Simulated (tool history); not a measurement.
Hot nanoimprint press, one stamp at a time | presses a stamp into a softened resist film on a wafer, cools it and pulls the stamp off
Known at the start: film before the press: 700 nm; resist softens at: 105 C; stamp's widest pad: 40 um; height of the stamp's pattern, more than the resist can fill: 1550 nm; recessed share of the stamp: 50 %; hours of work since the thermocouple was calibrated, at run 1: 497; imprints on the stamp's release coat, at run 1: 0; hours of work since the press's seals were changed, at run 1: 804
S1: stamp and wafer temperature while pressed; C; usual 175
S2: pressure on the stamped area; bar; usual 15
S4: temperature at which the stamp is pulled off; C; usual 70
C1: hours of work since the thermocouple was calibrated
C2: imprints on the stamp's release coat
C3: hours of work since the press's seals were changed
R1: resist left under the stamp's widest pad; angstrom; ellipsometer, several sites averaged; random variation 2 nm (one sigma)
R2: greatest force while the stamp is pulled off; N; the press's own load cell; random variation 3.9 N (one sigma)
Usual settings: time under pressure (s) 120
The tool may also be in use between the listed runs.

run 1 day=0 | S1=175 S2=15 time_under_pressure_(s)=120 S4=70 | C1=497 C2=0 C3=804 | R1=3531 R2=192
run 2 day=2.067 | S1=175 S2=15 time_under_pressure_(s)=120 S4=70 | C1=522 C2=199 C3=829 | R1=3564 R2=203
run 3 day=3.55 | S1=175 S2=15 time_under_pressure_(s)=120 S4=70 | C1=540 C2=341 C3=847 | R1=3581 R2=213
-- day=5.267 press's hydraulic seals changed and the load cell set to zero
run 4 day=5.279 | S1=175 S2=13.7 time_under_pressure_(s)=120 S4=70 | C1=557 C2=475 C3=0 | R1=3565 R2=229
-- day=6.875 plate thermocouple calibrated
run 5 day=7.046 | S1=175 S2=15 time_under_pressure_(s)=195 S4=70 | C1=2 C2=633 C3=20 | R1=3020 R2=236
run 6 day=9.525 | S1=175 S2=15 time_under_pressure_(s)=120 S4=70 | C1=32 C2=871 C3=50 | R1=3583 R2=256
run 7 day=11.446 | S1=171 S2=15 time_under_pressure_(s)=120 S4=70 | C1=55 C2=1056 C3=73 | R1=4256 R2=273
run 8 day=12.646 | S1=171 S2=15 time_under_pressure_(s)=120 S4=70 | C1=70 C2=1171 C3=88 | R1=4261 R2=275
run 9 day=14.338 | S1=171 S2=15 time_under_pressure_(s)=120 S4=70 | C1=90 C2=1334 C3=108 | R1=4269 R2=293
-- day=15.2 plate thermocouple calibrated, once more
-- day=16.529 stamp cleaned and given a new release coat
run 10 day=16.862 | S1=171 S2=15 time_under_pressure_(s)=120 S4=70 | C1=17 C2=32 C3=134 | R1=3838 R2=192
run 11 day=19.008 | S1=173 S2=15 time_under_pressure_(s)=120 S4=70 | C1=43 C2=239 C3=160 | R1=3525 R2=200
run 12 day=20.075 | S1=175 S2=15 time_under_pressure_(s)=120 S4=70 | C1=56 C2=341 C3=173 | R1=3262 R2=204
run 13 day=21.296 | S1=175 S2=23.7 time_under_pressure_(s)=120 S4=70 | C1=71 C2=458 C3=188 | R1=2632 R2=217
run 14 day=23.867 | S1=175 S2=22.8 time_under_pressure_(s)=120 S4=70 | C1=102 C2=705 C3=219 | R1=2713 R2=224
run 15 day=25.862 | S1=175 S2=22.8 time_under_pressure_(s)=120 S4=70 | C1=126 C2=897 C3=243 | R1=2721 R2=233
run 16 day=27.996 | S1=175 S2=22.8 time_under_pressure_(s)=120 S4=70 | C1=152 C2=1102 C3=269 | R1=2720 R2=256
run 17 day=29.688 | S1=175 S2=15 time_under_pressure_(s)=97 S4=69 | C1=172 C2=1265 C3=290 | R1=3592 R2=281
run 18 day=31.983 | S1=175 S2=15 time_under_pressure_(s)=97 S4=69 | C1=200 C2=1485 C3=317 | R1=3561 R2=283
-- day=32.346 stamp cleaned and given a new release coat
run 19 day=34.088 | S1=173 S2=12 time_under_pressure_(s)=136 S4=59 | C1=223 C2=168 C3=340 | R1=3812 R2=252
run 20 day=35.729 | S1=175 S2=10.6 time_under_pressure_(s)=92 S4=70 | C1=242 C2=325 C3=360 | R1=4191 R2=205
run 21 day=37.338 | S1=166 S2=15 time_under_pressure_(s)=120 S4=73 | C1=262 C2=480 C3=379 | R1=4758 R2=201
run 22 day=39.854 | S1=166 S2=9.5 time_under_pressure_(s)=108 S4=73 | C1=292 C2=722 C3=410 | R1=5530 R2=212

Run 23 comes next. What will it give?
run 23 day=41.521 | S1=166 S2=9.5 time_under_pressure_(s)=108 S4=73 | C1=313 C2=882 C3=430 | R1=? R2=?

{"run 23": {"R1": 5480, "R2": 226}}
Without the tool's hidden state the same run would have given R1 5356 angstrom, R2 175 N.
